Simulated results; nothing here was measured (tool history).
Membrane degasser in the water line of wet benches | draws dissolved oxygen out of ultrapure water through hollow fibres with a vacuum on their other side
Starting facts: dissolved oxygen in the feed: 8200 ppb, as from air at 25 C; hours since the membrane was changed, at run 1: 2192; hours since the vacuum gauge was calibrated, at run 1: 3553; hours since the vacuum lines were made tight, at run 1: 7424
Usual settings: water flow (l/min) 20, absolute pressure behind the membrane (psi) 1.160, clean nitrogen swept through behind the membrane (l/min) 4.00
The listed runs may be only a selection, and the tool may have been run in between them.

| run | day | water flow (l/min) | absolute pressure behind the membrane (psi) | clean nitrogen swept through behind the membrane (l/min) | hours since the membrane was changed | hours since the vacuum gauge was calibrated | hours since the vacuum lines were made tight | dissolved oxygen in the water behind the degasser (ppb) | pressure that the water loses in the fibres (psi) |
|---|---|---|---|---|---|---|---|---|---|
| 1 | 0.000 | 20 | 1.160 | 4.00 | 2192 | 3553 | 7424 | 64.8 | 5.645 |
| 2 | 3.579 | 20 | 1.160 | 4.00 | 2278 | 3639 | 7510 | 65.6 | 5.728 |
| 3 | 9.342 | 20 | 1.160 | 4.00 | 2416 | 3777 | 7649 | 65.7 | 5.700 |
| 4 | 13.125 | 20 | 1.160 | 4.00 | 2507 | 3868 | 7739 | 65.8 | 5.722 |
| 5 | 15.688 | 20 | 0.802 | 4.00 | 2569 | 3930 | 7801 | 35.4 | 5.701 |
| 6 | 20.008 | 20 | 0.802 | 4.00 | 2672 | 4033 | 7905 | 35.5 | 5.693 |
|  | 20.875 | vacuum gauge calibrated |
| 7 | 24.742 | 20 | 1.160 | 4.00 | 2786 | 93 | 8018 | 63.3 | 5.733 |
| 8 | 30.246 | 20 | 1.160 | 4.00 | 2918 | 225 | 8150 | 63.5 | 5.742 |
| 9 | 32.900 | 20 | 1.587 | 4.00 | 2981 | 289 | 8213 | 100.9 | 5.738 |
| 10 | 36.204 | 20 | 1.160 | 6.24 | 3061 | 368 | 8293 | 44.0 | 5.730 |
|  | 37.558 | seals of the vacuum lines changed |
| 11 | 41.833 | 20 | 1.160 | 6.24 | 3194 | 501 | 103 | 42.3 | 5.804 |
| 12 | 46.296 | 25 | 0.722 | 3.57 | 3301 | 608 | 210 | 46.3 | 7.198 |
| 13 | 51.796 | 31 | 1.700 | 10.87 | 3433 | 740 | 342 | 105.1 | 8.958 |
| 14 | 55.829 | 31 | 1.700 | 10.87 | 3530 | 837 | 439 | 105.8 | 8.921 |
| 15 | 58.692 | 31 | 1.700 | 10.87 | 3598 | 906 | 507 | 106.1 | 8.917 |

4 options for the next run, each taken on its own from the tool as it stands now. Forecast them:
| A | 64.088 | 30 | 1.463 | 1.73 | 3728 | 1035 | 637 | ? | ? |
| B | 64.088 | 29 | 2.524 | 8.78 | 3728 | 1035 | 637 | ? | ? |
| C | 64.088 | 31 | 0.892 | 1.78 | 3728 | 1035 | 637 | ? | ? |
| D | 64.088 | 26 | 1.027 | 5.21 | 3728 | 1035 | 637 | ? | ? |

| run | dissolved oxygen in the water behind the degasser (ppb) | pressure that the water loses in the fibres (psi) |
|---|---|---|
| A | 303.3 | 8.644 |
| B | 146.8 | 8.374 |
| C | 160.1 | 8.907 |
| D | 68.0 | 7.513 |
The same runs, with their run-to-run variation unchanged, on a tool lacking any hidden condition would have given:
| run | dissolved oxygen in the water behind the degasser (ppb) | pressure that the water loses in the fibres (psi) |
|---|---|---|
| A | 298.9 | 8.417 |
| B | 142.2 | 8.154 |
| C | 155.0 | 8.670 |
| D | 65.1 | 7.314 |

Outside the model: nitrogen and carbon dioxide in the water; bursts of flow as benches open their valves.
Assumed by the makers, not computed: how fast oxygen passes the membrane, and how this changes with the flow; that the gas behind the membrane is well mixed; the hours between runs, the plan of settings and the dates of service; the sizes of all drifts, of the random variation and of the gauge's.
